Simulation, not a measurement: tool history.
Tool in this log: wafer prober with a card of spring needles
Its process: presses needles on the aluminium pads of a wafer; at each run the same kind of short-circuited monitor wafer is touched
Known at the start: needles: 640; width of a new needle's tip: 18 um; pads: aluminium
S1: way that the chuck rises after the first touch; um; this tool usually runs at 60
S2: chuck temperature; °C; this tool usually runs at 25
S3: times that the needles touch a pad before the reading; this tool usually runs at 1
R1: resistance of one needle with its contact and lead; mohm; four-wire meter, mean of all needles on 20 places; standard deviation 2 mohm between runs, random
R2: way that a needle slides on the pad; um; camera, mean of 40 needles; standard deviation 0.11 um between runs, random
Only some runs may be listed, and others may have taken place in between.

run	hour	S1	S2	S3	R1	R2
1	0.0	60	25	1	215	9.58
2	8.7	60	25	1	210	9.46
3	13.0	60	25	1	211	9.58
4	18.7	60	25	1	212	9.53
5	26.9	60	25	1	215	9.52
6	34.2	60	25	1	212	9.45
7	42.9	60	25	1	214	9.44
8	48.5	65	25	1	212	10.11
9	54.2	65	25	1	207	10.17
10	58.8	65	25	1	214	10.19
11	63.7	65	25	1	209	10.28
12	69.8	56	25	1	216	8.92
13	79.5	56	25	1	213	8.86
14	83.6	80	25	1	210	12.65
15	87.9	60	27	1	213	9.40
16	93.5	60	25	1	215	9.52
17	100.8	60	25	1	215	9.46
18	106.4	45	94	1	232	7.20
19	112.0	45	94	1	231	7.16
20	121.2	75	73	1	223	12.02
21	129.3	60	55	1	219	9.37
22	134.1	60	31	2	211	9.40
23	142.7	68	47	2	216	10.57
24	150.0	53	44	2	217	8.39
25	155.0	53	44	2	219	8.36
26	162.5	60	53	1	217	9.35
27	167.0	71	35	1	215	11.17
28	175.1	44	107	3	240	6.99
29	184.3	47	107	2	237	7.42
30	189.3	47	107	2	235	7.48
31	196.0	72	95	2	231	11.45
32	204.1	72	95	2	227	11.27
33	212.5	72	95	2	227	11.33

Missing from the log above: 30 entries noted between runs. For each, name the pair of listed runs it sits between and say how the tool's hidden condition differs from the listed run just before to the listed run just after:
In the gap between runs 1 and 2: tips cleaned on abrasive film (hour 5.2)
  debris on the tips, nm: 0.3 -> 0.4
In the gap between runs 2 and 3: tips cleaned on abrasive film (hour 12.4)
  debris on the tips, nm: 0.4 -> 0.1
In the gap between runs 4 and 5: tips cleaned on abrasive film (hour 19.3); tips cleaned on abrasive film (hour 26.4)
  debris on the tips, nm: 0.6 -> 0.1; way that the needles fall short of the set height, um: 0 -> 0.01
In the gap between runs 5 and 6: tips cleaned on abrasive film (hour 33.3)
  debris on the tips, nm: 0.1 -> 0.2
In the gap between runs 6 and 7: tips cleaned on abrasive film (hour 40.2)
  debris on the tips, nm: 0.2 -> 0.3
In the gap between runs 7 and 8: tips cleaned on abrasive film (hour 47.3)
  debris on the tips, nm: 0.3 -> 0.2
In the gap between runs 8 and 9: tips cleaned on abrasive film (hour 54.2)
  debris on the tips, nm: 0.2 -> 0.1
In the gap between runs 10 and 11: tips cleaned on abrasive film (hour 60.9)
  debris on the tips, nm: 0.6 -> 0.4; way that the needles fall short of the set height, um: 0.01 -> 0.02; tips' diameter, um: 18 -> 18.01
In the gap between runs 11 and 12: tips cleaned on abrasive film (hour 68.0)
  debris on the tips, nm: 0.4 -> 0.3
In the gap between runs 12 and 13: tips cleaned on abrasive film (hour 75.0)
  debris on the tips, nm: 0.3 -> 0.5
In the gap between runs 13 and 14: tips cleaned on abrasive film (hour 82.2)
  debris on the tips, nm: 0.5 -> 0.2
In the gap between runs 15 and 16: tips cleaned on abrasive film (hour 88.9)
  debris on the tips, nm: 0.6 -> 0.5
In the gap between runs 16 and 17: tips cleaned on abrasive film (hour 96.0)
  no difference in the tool's unlogged condition between these two runs
In the gap between runs 17 and 18: tips cleaned on abrasive film (hour 103.0)
  debris on the tips, nm: 0.5 -> 0.4
In the gap between runs 18 and 19: tips cleaned on abrasive film (hour 109.9)
  debris on the tips, nm: 0.4 -> 0.3
In the gap between runs 19 and 20: tips cleaned on abrasive film (hour 116.7)
  debris on the tips, nm: 0.3 -> 0.5; way that the needles fall short of the set height, um: 0.02 -> 0.03
In the gap between runs 20 and 21: tips cleaned on abrasive film (hour 123.5)
  debris on the tips, nm: 0.5 -> 0.6
In the gap between runs 21 and 22: tips cleaned on abrasive film (hour 130.9)
  debris on the tips, nm: 0.6 -> 0.4
In the gap between runs 22 and 23: tips cleaned on abrasive film (hour 138.3)
  debris on the tips, nm: 0.4 -> 0.5
In the gap between runs 23 and 24: tips cleaned on abrasive film (hour 145.5)
  no difference in the tool's unlogged condition between these two runs
In the gap between runs 24 and 25: tips cleaned on abrasive film (hour 152.6)
  debris on the tips, nm: 0.5 -> 0.3
In the gap between runs 25 and 26: tips cleaned on abrasive film (hour 159.8)
  debris on the tips, nm: 0.3 -> 0.4
In the gap between runs 26 and 27: tips cleaned on abrasive film (hour 166.7)
  debris on the tips, nm: 0.4 -> 0.1; way that the needles fall short of the set height, um: 0.03 -> 0.04
In the gap between runs 27 and 28: tips cleaned on abrasive film (hour 174.0)
  debris on the tips, nm: 0.1 -> 0.2
In the gap between runs 28 and 29: tips cleaned on abrasive film (hour 180.8)
  debris on the tips, nm: 0.2 -> 0.4
In the gap between runs 29 and 30: tips cleaned on abrasive film (hour 188.1)
  debris on the tips, nm: 0.4 -> 0.2
In the gap between runs 30 and 31: tips cleaned on abrasive film (hour 195.2)
  no difference in the tool's unlogged condition between these two runs
In the gap between runs 31 and 32: tips cleaned on abrasive film (hour 202.1)
  debris on the tips, nm: 0.2 -> 0.3; tips' diameter, um: 18.01 -> 18.02
In the gap between runs 32 and 33: tips cleaned on abrasive film (hour 209.0)
  debris on the tips, nm: 0.3 -> 0.4; way that the needles fall short of the set height, um: 0.04 -> 0.05
